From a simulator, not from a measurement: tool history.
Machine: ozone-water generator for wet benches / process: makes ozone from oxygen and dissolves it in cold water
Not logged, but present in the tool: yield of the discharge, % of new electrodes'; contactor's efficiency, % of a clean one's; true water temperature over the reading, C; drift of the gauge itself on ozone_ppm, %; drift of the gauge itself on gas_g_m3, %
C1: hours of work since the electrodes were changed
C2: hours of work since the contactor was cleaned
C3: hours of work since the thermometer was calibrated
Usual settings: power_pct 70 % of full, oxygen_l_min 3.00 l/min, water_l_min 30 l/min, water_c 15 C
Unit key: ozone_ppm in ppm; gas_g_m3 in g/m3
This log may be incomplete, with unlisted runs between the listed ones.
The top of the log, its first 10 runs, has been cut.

{"run": 11, "hour": 892.3, "power_pct": 70, "oxygen_l_min": 3.0, "water_l_min": 31, "water_c": 15, "C1": 3096, "C2": 169, "C3": 1047, "ozone_ppm": 8.8, "gas_g_m3": 177.4}
{"run": 12, "hour": 966.5, "power_pct": 70, "oxygen_l_min": 3.0, "water_l_min": 30, "water_c": 15, "C1": 3163, "C2": 236, "C3": 1114, "ozone_ppm": 9.0, "gas_g_m3": 175.8}
{"run": 13, "hour": 1022.0, "power_pct": 70, "oxygen_l_min": 3.0, "water_l_min": 30, "water_c": 15, "C1": 3213, "C2": 286, "C3": 1164, "ozone_ppm": 9.1, "gas_g_m3": 174.5}
{"run": 14, "hour": 1127.7, "power_pct": 70, "oxygen_l_min": 3.0, "water_l_min": 30, "water_c": 15, "C1": 3309, "C2": 382, "C3": 1260, "ozone_ppm": 9.0, "gas_g_m3": 175.5}
{"run": 15, "hour": 1208.5, "power_pct": 70, "oxygen_l_min": 3.0, "water_l_min": 30, "water_c": 15, "C1": 3383, "C2": 455, "C3": 1333, "ozone_ppm": 9.1, "gas_g_m3": 174.0}
{"run": 16, "hour": 1326.4, "power_pct": 70, "oxygen_l_min": 3.0, "water_l_min": 30, "water_c": 15, "C1": 3489, "C2": 562, "C3": 1440, "ozone_ppm": 8.9, "gas_g_m3": 173.6}
{"run": 17, "hour": 1439.9, "power_pct": 70, "oxygen_l_min": 3.0, "water_l_min": 21, "water_c": 15, "C1": 3592, "C2": 665, "C3": 1543, "ozone_ppm": 12.5, "gas_g_m3": 172.5}
{"run": 18, "hour": 1547.2, "power_pct": 79, "oxygen_l_min": 1.68, "water_l_min": 33, "water_c": 15, "C1": 3690, "C2": 763, "C3": 1641, "ozone_ppm": 7.7, "gas_g_m3": 259.0}
{"run": 19, "hour": 1661.4, "power_pct": 86, "oxygen_l_min": 4.09, "water_l_min": 33, "water_c": 11, "C1": 3793, "C2": 866, "C3": 1744, "ozone_ppm": 10.0, "gas_g_m3": 165.6}
{"run": 20, "hour": 1759.0, "power_pct": 50, "oxygen_l_min": 2.95, "water_l_min": 38, "water_c": 15, "C1": 3882, "C2": 955, "C3": 1833, "ozone_ppm": 5.3, "gas_g_m3": 138.6}
{"run": 21, "hour": 1868.3, "power_pct": 90, "oxygen_l_min": 3.0, "water_l_min": 21, "water_c": 9, "C1": 3981, "C2": 1054, "C3": 1932, "ozone_ppm": 15.5, "gas_g_m3": 202.8}
{"run": 22, "hour": 1963.0, "power_pct": 90, "oxygen_l_min": 4.65, "water_l_min": 19, "water_c": 9, "C1": 4067, "C2": 1140, "C3": 2018, "ozone_ppm": 17.7, "gas_g_m3": 156.5}
{"run": 23, "hour": 2071.4, "power_pct": 64, "oxygen_l_min": 4.65, "water_l_min": 26, "water_c": 8, "C1": 4165, "C2": 1238, "C3": 2116, "ozone_ppm": 10.8, "gas_g_m3": 124.2}
{"run": 24, "hour": 2145.2, "power_pct": 43, "oxygen_l_min": 4.65, "water_l_min": 26, "water_c": 8, "C1": 4232, "C2": 1305, "C3": 2183, "ozone_ppm": 8.3, "gas_g_m3": 95.2}
{"run": 25, "hour": 2212.3, "power_pct": 94, "oxygen_l_min": 1.79, "water_l_min": 44, "water_c": 17, "C1": 4293, "C2": 1366, "C3": 2244, "ozone_ppm": 5.8, "gas_g_m3": 275.1}
{"run": 26, "hour": 2319.4, "power_pct": 70, "oxygen_l_min": 1.51, "water_l_min": 30, "water_c": 12, "C1": 4390, "C2": 1463, "C3": 2341, "ozone_ppm": 7.3, "gas_g_m3": 252.6}
{"run": 27, "hour": 2427.4, "power_pct": 70, "oxygen_l_min": 1.51, "water_l_min": 30, "water_c": 12, "C1": 4488, "C2": 1561, "C3": 2439, "ozone_ppm": 7.2, "gas_g_m3": 248.3}

Estimate the outcome of run 28 from the log above:
{"run": 28, "hour": 2497.8, "power_pct": 70, "oxygen_l_min": 1.51, "water_l_min": 30, "water_c": 12, "C1": 4552, "C2": 1625, "C3": 2502, "ozone_ppm": "?", "gas_g_m3": "?"}

{"run 28": {"ozone_ppm": 7.0, "gas_g_m3": 248.3}}
With no hidden state in the tool, this same run would have given ozone_ppm 8.5 ppm, gas_g_m3 287.0 g/m3.
